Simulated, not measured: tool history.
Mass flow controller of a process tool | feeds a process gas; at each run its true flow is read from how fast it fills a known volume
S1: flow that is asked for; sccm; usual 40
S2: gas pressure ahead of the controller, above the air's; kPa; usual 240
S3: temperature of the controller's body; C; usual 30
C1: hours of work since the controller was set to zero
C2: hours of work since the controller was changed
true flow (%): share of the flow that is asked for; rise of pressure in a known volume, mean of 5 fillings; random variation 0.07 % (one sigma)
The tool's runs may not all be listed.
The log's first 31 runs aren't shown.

{"run": 32, "day": 87.179, "S1": 20, "S2": 270, "S3": 22, "C1": 1712, "C2": 1712, "true flow (%)": 98.17}
{"run": 33, "day": 89.708, "S1": 9, "S2": 186, "S3": 30, "C1": 1740, "C2": 1740, "true flow (%)": 96.62}
{"run": 34, "day": 91.783, "S1": 22, "S2": 202, "S3": 30, "C1": 1762, "C2": 1762, "true flow (%)": 98.04}
{"run": 35, "day": 94.288, "S1": 22, "S2": 202, "S3": 30, "C1": 1789, "C2": 1789, "true flow (%)": 98.22}
{"run": 36, "day": 98.088, "S1": 22, "S2": 202, "S3": 30, "C1": 1830, "C2": 1830, "true flow (%)": 98.07}
{"run": 37, "day": 100.95, "S1": 14, "S2": 240, "S3": 30, "C1": 1861, "C2": 1861, "true flow (%)": 97.06}
{"run": 38, "day": 103.329, "S1": 10, "S2": 197, "S3": 30, "C1": 1887, "C2": 1887, "true flow (%)": 96.66}
{"run": 39, "day": 106.75, "S1": 23, "S2": 209, "S3": 21, "C1": 1924, "C2": 1924, "true flow (%)": 98.86}
{"run": 40, "day": 108.538, "S1": 17, "S2": 260, "S3": 24, "C1": 1943, "C2": 1943, "true flow (%)": 97.88}
{"run": 41, "day": 110.917, "S1": 17, "S2": 159, "S3": 25, "C1": 1969, "C2": 1969, "true flow (%)": 98.56}
{"run": 42, "day": 112.925, "S1": 39, "S2": 186, "S3": 39, "C1": 1991, "C2": 1991, "true flow (%)": 98.23}
{"run": 43, "day": 115.379, "S1": 39, "S2": 186, "S3": 39, "C1": 2017, "C2": 2017, "true flow (%)": 98.3}
{"run": 44, "day": 117.012, "S1": 40, "S2": 215, "S3": 36, "C1": 2035, "C2": 2035, "true flow (%)": 98.4}
{"run": 45, "day": 119.396, "S1": 40, "S2": 215, "S3": 36, "C1": 2061, "C2": 2061, "true flow (%)": 98.42}
{"run": 46, "day": 122.7, "S1": 18, "S2": 164, "S3": 20, "C1": 2097, "C2": 2097, "true flow (%)": 98.93}
{"run": 47, "day": 124.421, "S1": 18, "S2": 164, "S3": 20, "C1": 2115, "C2": 2115, "true flow (%)": 98.78}
{"run": 48, "day": 126.946, "S1": 12, "S2": 185, "S3": 24, "C1": 2142, "C2": 2142, "true flow (%)": 97.41}
{"run": 49, "day": 130.408, "S1": 12, "S2": 185, "S3": 24, "C1": 2180, "C2": 2180, "true flow (%)": 97.41}

4 ways to go on from here, each from the tool as it stands after run 49. What would each give?
{"run": "A", "day": 134.279, "S1": 23, "S2": 250, "S3": 37, "C1": 2222, "C2": 2222, "true flow (%)": "?"}
{"run": "B", "day": 134.279, "S1": 10, "S2": 154, "S3": 24, "C1": 2222, "C2": 2222, "true flow (%)": "?"}
{"run": "C", "day": 134.279, "S1": 38, "S2": 184, "S3": 34, "C1": 2222, "C2": 2222, "true flow (%)": "?"}
{"run": "D", "day": 134.279, "S1": 12, "S2": 223, "S3": 29, "C1": 2222, "C2": 2222, "true flow (%)": "?"}

run=A true_flow_(%)=97.12
run=B true_flow_(%)=97.14
run=C true_flow_(%)=98.71
run=D true_flow_(%)=96.61
Without the tool's hidden state the same runs would have given:
run=A true_flow_(%)=97.67
run=B true_flow_(%)=99.01
run=C true_flow_(%)=98.86
run=D true_flow_(%)=98.09
